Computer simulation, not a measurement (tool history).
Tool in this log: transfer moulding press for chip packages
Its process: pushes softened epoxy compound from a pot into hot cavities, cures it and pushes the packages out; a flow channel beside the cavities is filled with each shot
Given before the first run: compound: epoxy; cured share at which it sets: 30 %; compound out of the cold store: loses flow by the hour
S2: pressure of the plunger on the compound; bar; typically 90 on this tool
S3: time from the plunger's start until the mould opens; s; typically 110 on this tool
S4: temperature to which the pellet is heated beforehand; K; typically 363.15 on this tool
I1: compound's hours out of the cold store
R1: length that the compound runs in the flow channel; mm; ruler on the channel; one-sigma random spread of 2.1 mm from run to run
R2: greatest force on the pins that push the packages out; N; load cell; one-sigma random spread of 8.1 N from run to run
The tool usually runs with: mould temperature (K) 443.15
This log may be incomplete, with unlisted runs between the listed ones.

run 1 hour=0 | mould_temperature_(K)=443.15 S2=90 S3=110 S4=363.15 | I1=42.8 | R1=466 R2=571
-- hour=8.2 cavities cleaned with cleaning compound and waxed
run 2 hour=10.7 | mould_temperature_(K)=443.15 S2=90 S3=98 S4=363.15 | I1=19.1 | R1=516 R2=478
run 3 hour=20.8 | mould_temperature_(K)=443.15 S2=90 S3=110 S4=363.15 | I1=27.4 | R1=496 R2=447
run 4 hour=34.1 | mould_temperature_(K)=443.15 S2=90 S3=110 S4=363.15 | I1=16.5 | R1=524 R2=521
run 5 hour=44.2 | mould_temperature_(K)=443.15 S2=90 S3=110 S4=363.15 | I1=19.7 | R1=516 R2=574
run 6 hour=52.3 | mould_temperature_(K)=443.15 S2=90 S3=110 S4=363.15 | I1=33.4 | R1=480 R2=555
-- hour=68 cavities cleaned with cleaning compound and waxed
run 7 hour=70.6 | mould_temperature_(K)=443.15 S2=90 S3=92 S4=363.15 | I1=9 | R1=543 R2=595
run 8 hour=82.7 | mould_temperature_(K)=443.15 S2=90 S3=92 S4=363.15 | I1=15.1 | R1=524 R2=697
run 9 hour=94.9 | mould_temperature_(K)=443.15 S2=90 S3=92 S4=363.15 | I1=37.7 | R1=469 R2=710
run 10 hour=113 | mould_temperature_(K)=443.15 S2=90 S3=92 S4=363.15 | I1=45.9 | R1=449 R2=775
run 11 hour=121.1 | mould_temperature_(K)=443.15 S2=90 S3=92 S4=363.15 | I1=19.4 | R1=512 R2=902
-- hour=127.6 cavities cleaned with cleaning compound and waxed
run 12 hour=131.8 | mould_temperature_(K)=443.15 S2=90 S3=92 S4=363.15 | I1=22.8 | R1=507 R2=585
run 13 hour=142.6 | mould_temperature_(K)=443.15 S2=90 S3=92 S4=363.15 | I1=19.6 | R1=511 R2=690
run 14 hour=152.2 | mould_temperature_(K)=443.15 S2=90 S3=92 S4=363.15 | I1=10.6 | R1=535 R2=761
run 15 hour=167.3 | mould_temperature_(K)=443.15 S2=90 S3=92 S4=363.15 | I1=37.5 | R1=472 R2=778
run 16 hour=178.8 | mould_temperature_(K)=443.15 S2=97.2 S3=110 S4=363.15 | I1=30.5 | R1=504 R2=586
-- hour=187.2 cavities cleaned with cleaning compound and waxed
run 17 hour=196.8 | mould_temperature_(K)=438.15 S2=73 S3=125 S4=366.15 | I1=15.3 | R1=479 R2=430
run 18 hour=209.7 | mould_temperature_(K)=450.15 S2=73 S3=109 S4=367.15 | I1=29.7 | R1=429 R2=374
run 19 hour=218.8 | mould_temperature_(K)=450.15 S2=73 S3=109 S4=367.15 | I1=29.3 | R1=428 R2=426
run 20 hour=238 | mould_temperature_(K)=450.15 S2=73 S3=109 S4=367.15 | I1=22.9 | R1=441 R2=451
-- hour=246.8 cavities cleaned with cleaning compound and waxed
run 21 hour=255.7 | mould_temperature_(K)=436.15 S2=78.8 S3=126 S4=367.15 | I1=23.6 | R1=477 R2=506
run 22 hour=272.7 | mould_temperature_(K)=443.15 S2=90 S3=103 S4=363.15 | I1=11.7 | R1=528 R2=589
run 23 hour=287 | mould_temperature_(K)=443.15 S2=90 S3=103 S4=363.15 | I1=37.4 | R1=463 R2=626
run 24 hour=302.2 | mould_temperature_(K)=449.15 S2=100.3 S3=105 S4=365.15 | I1=22.9 | R1=518 R2=488
-- hour=306.3 cavities cleaned with cleaning compound and waxed
run 25 hour=321.8 | mould_temperature_(K)=449.15 S2=100.3 S3=105 S4=365.15 | I1=41.3 | R1=472 R2=388
run 26 hour=340.7 | mould_temperature_(K)=451.15 S2=93 S3=108 S4=372.15 | I1=45.5 | R1=439 R2=416
run 27 hour=350.4 | mould_temperature_(K)=443.15 S2=76.3 S3=110 S4=363.15 | I1=29 | R1=444 R2=563
run 28 hour=359.1 | mould_temperature_(K)=443.15 S2=92.9 S3=110 S4=363.15 | I1=44.7 | R1=450 R2=581
-- hour=366.7 cavities cleaned with cleaning compound and waxed
run 29 hour=376.1 | mould_temperature_(K)=440.15 S2=96.4 S3=110 S4=356.15 | I1=36.3 | R1=487 R2=497

Branching from run 29: 4 alternative next runs. What would each branch give?
run A hour=388.5 | mould_temperature_(K)=443.15 S2=105.2 S3=110 S4=371.15 | I1=18.5 | R1=? R2=?
run B hour=388.5 | mould_temperature_(K)=443.15 S2=81.2 S3=110 S4=358.15 | I1=39.8 | R1=? R2=?
run C hour=388.5 | mould_temperature_(K)=441.15 S2=90 S3=110 S4=358.15 | I1=14.4 | R1=? R2=?
run D hour=388.5 | mould_temperature_(K)=440.15 S2=80.2 S3=140 S4=356.15 | I1=27.5 | R1=? R2=?

run=A R1=544 R2=485
run=B R1=433 R2=472
run=C R1=519 R2=576
run=D R1=462 R2=414
The same runs, with their run-to-run variation unchanged, on a tool lacking any hidden condition would have given:
run=A R1=570 R2=372
run=B R1=454 R2=358
run=C R1=544 R2=447
run=D R1=485 R2=309
